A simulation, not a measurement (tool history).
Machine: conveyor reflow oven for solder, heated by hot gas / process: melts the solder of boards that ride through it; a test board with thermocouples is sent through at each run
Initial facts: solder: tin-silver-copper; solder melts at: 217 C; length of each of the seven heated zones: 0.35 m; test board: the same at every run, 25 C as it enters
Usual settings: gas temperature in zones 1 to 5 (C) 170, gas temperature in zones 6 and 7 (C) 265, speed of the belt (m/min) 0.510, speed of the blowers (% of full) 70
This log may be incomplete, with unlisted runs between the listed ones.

run,day,gas temperature in zones 1 to 5 (C),gas temperature in zones 6 and 7 (C),speed of the belt (m/min),speed of the blowers (% of full),highest temperature of the board (C),time above the solder's melting point (s)
1,0.000,170,265,0.510,70,246.2,55.5
2,2.288,170,265,0.510,70,246.2,56.2
3,4.392,170,265,0.510,70,245.6,55.6
4,6.212,170,265,0.510,70,245.3,55.5
5,7.946,170,265,0.595,70,240.4,41.3
# day 9.233: thermocouples of zones 6 and 7 changed
6,9.658,170,265,0.595,70,243.2,44.5
7,11.712,170,265,0.595,70,243.3,44.0
# day 12.554: belt drive overhauled, speed set with a stopwatch
# day 12.908: flux residue cleaned out of gas plates and filters
8,13.758,170,265,0.595,70,243.0,43.1
9,15.779,170,265,0.580,70,244.2,45.4
10,17.917,170,265,0.580,70,243.9,45.4
11,18.871,163,265,0.493,66,247.5,55.7
12,20.071,159,262,0.577,57,235.7,32.7
13,21.108,175,262,0.577,57,239.6,42.1
14,22.083,170,265,0.446,70,252.0,70.2
15,23.133,170,265,0.585,70,243.3,43.9
16,25.212,172,271,0.453,52,253.1,69.6
17,26.367,172,271,0.453,52,252.8,70.2
18,27.988,172,263,0.517,51,241.0,48.6
# day 28.883: flux residue cleaned out of gas plates and filters
19,29.588,172,265,0.535,51,242.3,48.1

3 options for the next run, each taken on its own from the tool as it stands now. Forecast them:
A,30.821,170,277,0.497,51,?,?
B,30.821,183,265,0.430,55,?,?
C,30.821,170,265,0.510,61,?,?

run,highest temperature of the board (C),time above the solder's melting point (s)
A,254.4,62.4
B,251.9,78.7
C,246.3,54.9
With the hidden condition removed and each run's random variation left untouched, the same runs would have given:
run,highest temperature of the board (C),time above the solder's melting point (s)
A,255.4,62.5
B,253.0,78.8
C,247.3,55.3

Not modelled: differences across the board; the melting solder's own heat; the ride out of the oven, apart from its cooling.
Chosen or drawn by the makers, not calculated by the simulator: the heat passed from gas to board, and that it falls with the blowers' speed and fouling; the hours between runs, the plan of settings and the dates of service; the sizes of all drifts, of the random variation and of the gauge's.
